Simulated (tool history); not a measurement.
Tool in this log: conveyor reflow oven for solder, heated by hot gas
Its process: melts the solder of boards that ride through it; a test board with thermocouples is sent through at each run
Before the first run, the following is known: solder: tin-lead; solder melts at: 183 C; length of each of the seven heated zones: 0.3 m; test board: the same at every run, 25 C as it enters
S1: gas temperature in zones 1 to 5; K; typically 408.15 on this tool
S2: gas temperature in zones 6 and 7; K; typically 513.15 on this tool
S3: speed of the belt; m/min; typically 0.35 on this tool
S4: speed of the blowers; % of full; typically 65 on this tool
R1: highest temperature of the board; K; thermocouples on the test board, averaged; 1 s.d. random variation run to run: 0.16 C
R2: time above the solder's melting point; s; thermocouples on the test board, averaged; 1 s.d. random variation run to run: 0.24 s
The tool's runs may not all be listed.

{"run": 1, "hour": 0.0, "S1": 408.15, "S2": 513.15, "S3": 0.35, "S4": 65, "R1": 498.85, "R2": 84.8}
{"run": 2, "hour": 16.9, "S1": 408.15, "S2": 513.15, "S3": 0.35, "S4": 65, "R1": 498.65, "R2": 85}
{"run": 3, "hour": 32.9, "S1": 408.15, "S2": 513.15, "S3": 0.35, "S4": 65, "R1": 498.85, "R2": 85.4}
{"hour": 44.0, "done": "flux residue cleaned out of gas plates and filters"}
{"run": 4, "hour": 51.7, "S1": 408.15, "S2": 513.15, "S3": 0.35, "S4": 65, "R1": 500.55, "R2": 86.4}
{"run": 5, "hour": 59.3, "S1": 408.15, "S2": 513.15, "S3": 0.35, "S4": 65, "R1": 500.25, "R2": 87.1}
{"run": 6, "hour": 67.0, "S1": 408.15, "S2": 513.15, "S3": 0.35, "S4": 65, "R1": 500.35, "R2": 86.2}
{"run": 7, "hour": 77.4, "S1": 417.15, "S2": 513.15, "S3": 0.35, "S4": 65, "R1": 501.15, "R2": 91.7}
{"run": 8, "hour": 89.7, "S1": 408.15, "S2": 513.15, "S3": 0.35, "S4": 65, "R1": 499.95, "R2": 86.6}
{"run": 9, "hour": 100.0, "S1": 408.15, "S2": 513.15, "S3": 0.35, "S4": 65, "R1": 499.95, "R2": 86.6}
{"run": 10, "hour": 113.7, "S1": 408.15, "S2": 513.15, "S3": 0.35, "S4": 88, "R1": 503.95, "R2": 89.8}
{"run": 11, "hour": 120.7, "S1": 408.15, "S2": 513.15, "S3": 0.35, "S4": 88, "R1": 503.85, "R2": 89.5}
{"run": 12, "hour": 132.3, "S1": 408.15, "S2": 513.15, "S3": 0.379, "S4": 65, "R1": 497.85, "R2": 77.4}
{"run": 13, "hour": 140.7, "S1": 408.15, "S2": 513.15, "S3": 0.379, "S4": 65, "R1": 497.85, "R2": 77.5}
{"run": 14, "hour": 151.8, "S1": 408.15, "S2": 513.15, "S3": 0.379, "S4": 65, "R1": 497.65, "R2": 77.3}
{"run": 15, "hour": 167.1, "S1": 408.15, "S2": 513.15, "S3": 0.379, "S4": 65, "R1": 497.75, "R2": 77.2}
{"run": 16, "hour": 179.1, "S1": 408.15, "S2": 513.15, "S3": 0.379, "S4": 65, "R1": 497.75, "R2": 77.5}
{"run": 17, "hour": 188.5, "S1": 395.15, "S2": 514.15, "S3": 0.379, "S4": 73, "R1": 498.45, "R2": 73.3}
{"run": 18, "hour": 201.6, "S1": 395.15, "S2": 514.15, "S3": 0.379, "S4": 73, "R1": 498.45, "R2": 73.3}
{"run": 19, "hour": 212.1, "S1": 417.15, "S2": 511.15, "S3": 0.416, "S4": 55, "R1": 491.75, "R2": 68.7}
{"run": 20, "hour": 222.5, "S1": 414.15, "S2": 519.15, "S3": 0.418, "S4": 76, "R1": 502.85, "R2": 75.8}
{"run": 21, "hour": 230.8, "S1": 414.15, "S2": 519.15, "S3": 0.418, "S4": 76, "R1": 503.35, "R2": 75.6}
{"run": 22, "hour": 243.4, "S1": 411.15, "S2": 512.15, "S3": 0.296, "S4": 58, "R1": 502.65, "R2": 106.5}
{"run": 23, "hour": 251.4, "S1": 410.15, "S2": 512.15, "S3": 0.296, "S4": 58, "R1": 502.55, "R2": 106.8}
{"run": 24, "hour": 267.0, "S1": 407.15, "S2": 509.15, "S3": 0.334, "S4": 65, "R1": 497.65, "R2": 88.2}
{"run": 25, "hour": 282.9, "S1": 418.15, "S2": 510.15, "S3": 0.318, "S4": 65, "R1": 501.45, "R2": 101.7}
{"run": 26, "hour": 293.9, "S1": 402.15, "S2": 513.15, "S3": 0.379, "S4": 65, "R1": 496.65, "R2": 74.1}
{"run": 27, "hour": 309.8, "S1": 412.15, "S2": 513.15, "S3": 0.351, "S4": 52, "R1": 497.55, "R2": 85.4}
{"run": 28, "hour": 326.3, "S1": 412.15, "S2": 513.15, "S3": 0.351, "S4": 52, "R1": 497.35, "R2": 85.5}
{"run": 29, "hour": 337.3, "S1": 399.15, "S2": 513.15, "S3": 0.285, "S4": 78, "R1": 506.85, "R2": 109.4}
{"run": 30, "hour": 346.0, "S1": 408.15, "S2": 518.15, "S3": 0.35, "S4": 69, "R1": 505.65, "R2": 90.5}
{"run": 31, "hour": 354.8, "S1": 397.15, "S2": 527.15, "S3": 0.295, "S4": 71, "R1": 517.95, "R2": 112.1}
{"run": 32, "hour": 366.5, "S1": 399.15, "S2": 515.15, "S3": 0.377, "S4": 65, "R1": 498.25, "R2": 74.9}

Each row is a separate what-if for the run after 32, all from the same tool condition, not one after another. Results?
{"run": "A", "hour": 381.6, "S1": 414.15, "S2": 502.15, "S3": 0.35, "S4": 65, "R1": "?", "R2": "?"}
{"run": "B", "hour": 381.6, "S1": 408.15, "S2": 513.15, "S3": 0.399, "S4": 82, "R1": "?", "R2": "?"}
{"run": "C", "hour": 381.6, "S1": 394.15, "S2": 516.15, "S3": 0.36, "S4": 65, "R1": "?", "R2": "?"}

run=A R1=490.95 R2=81.7
run=B R1=499.35 R2=75
run=C R1=499.95 R2=78.5
Had the tool no hidden state, the same runs would have come out as:
run=A R1=490.65 R2=80.5
run=B R1=499.45 R2=74.2
run=C R1=499.85 R2=77.5

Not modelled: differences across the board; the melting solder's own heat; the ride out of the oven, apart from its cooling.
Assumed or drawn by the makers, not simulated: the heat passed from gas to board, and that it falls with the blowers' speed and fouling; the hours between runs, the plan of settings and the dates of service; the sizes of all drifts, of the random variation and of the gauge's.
